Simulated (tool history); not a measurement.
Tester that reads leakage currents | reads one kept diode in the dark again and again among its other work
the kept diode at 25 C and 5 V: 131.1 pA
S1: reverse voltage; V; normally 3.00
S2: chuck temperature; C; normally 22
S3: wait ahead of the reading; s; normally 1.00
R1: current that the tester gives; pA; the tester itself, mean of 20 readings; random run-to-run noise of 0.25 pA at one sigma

| run | hour | S1 | S2 | S3 | R1 |
|---|---|---|---|---|---|
| 1 | 0.0 | 3.00 | 22 | 1.00 | 82.09 |
| 2 | 21.4 | 3.00 | 22 | 1.00 | 81.67 |
| 3 | 55.2 | 3.00 | 22 | 1.00 | 81.84 |
| 4 | 89.9 | 3.00 | 22 | 1.00 | 81.11 |
| 5 | 109.1 | 3.00 | 22 | 1.00 | 81.50 |
| 6 | 128.8 | 3.00 | 22 | 1.00 | 81.31 |
| 7 | 161.1 | 3.00 | 44 | 1.00 | 386.10 |
| 8 | 177.5 | 3.00 | 44 | 1.00 | 385.22 |
| 9 | 214.7 | 3.00 | 44 | 1.00 | 384.41 |
| 10 | 244.4 | 15.39 | 22 | 1.00 | 194.86 |
| 11 | 263.0 | 15.39 | 22 | 1.00 | 195.22 |
| 12 | 293.0 | 15.39 | 22 | 1.00 | 194.86 |
| 13 | 308.8 | 15.39 | 22 | 1.00 | 193.31 |
| 14 | 346.5 | 15.39 | 22 | 1.00 | 194.75 |
| 15 | 371.4 | 15.39 | 22 | 1.00 | 194.19 |
| 16 | 402.7 | 15.39 | 22 | 1.00 | 194.83 |
| 17 | 418.6 | 1.80 | 37 | 0.44 | 182.75 |
| 18 | 436.9 | 1.80 | 37 | 0.44 | 182.15 |
| 19 | 464.7 | 17.83 | 22 | 1.40 | 209.89 |
| 20 | 488.0 | 1.69 | 44 | 1.00 | 281.69 |
| 21 | 503.6 | 16.60 | 21 | 5.59 | 184.95 |
| 22 | 528.7 | 16.60 | 21 | 5.59 | 186.25 |
| 23 | 551.5 | 2.48 | 22 | 1.00 | 72.93 |
| 24 | 572.2 | 2.48 | 22 | 1.00 | 72.22 |
| 25 | 600.2 | 2.48 | 58 | 0.83 | 834.11 |
| 26 | 631.4 | 8.01 | 28 | 7.31 | 209.35 |
| 27 | 668.8 | 17.70 | 27 | 1.00 | 297.74 |
| 28 | 691.0 | 11.33 | 35 | 1.00 | 411.24 |
| 29 | 725.1 | 11.33 | 35 | 1.00 | 411.85 |
| 30 | 753.7 | 1.07 | 31 | 1.00 | 89.61 |
| 31 | 782.8 | 3.10 | 31 | 1.00 | 156.49 |
| 32 | 811.2 | 3.10 | 31 | 1.00 | 155.53 |

Branching from run 32: 5 alternative next runs. What would each branch give?
| A | 837.7 | 16.58 | 24 | 0.65 | ? |
| B | 837.7 | 3.10 | 28 | 5.84 | ? |
| C | 837.7 | 2.91 | 31 | 1.00 | ? |
| D | 837.7 | 3.00 | 38 | 1.00 | ? |
| E | 837.7 | 8.24 | 24 | 2.57 | ? |

| run | R1 |
|---|---|
| A | 235.54 |
| B | 125.06 |
| C | 150.58 |
| D | 250.56 |
| E | 157.69 |
Stripped of hidden state, with their random variation kept, the same runs would have yielded:
| run | R1 |
|---|---|
| A | 233.20 |
| B | 128.37 |
| C | 155.06 |
| D | 258.99 |
| E | 158.58 |
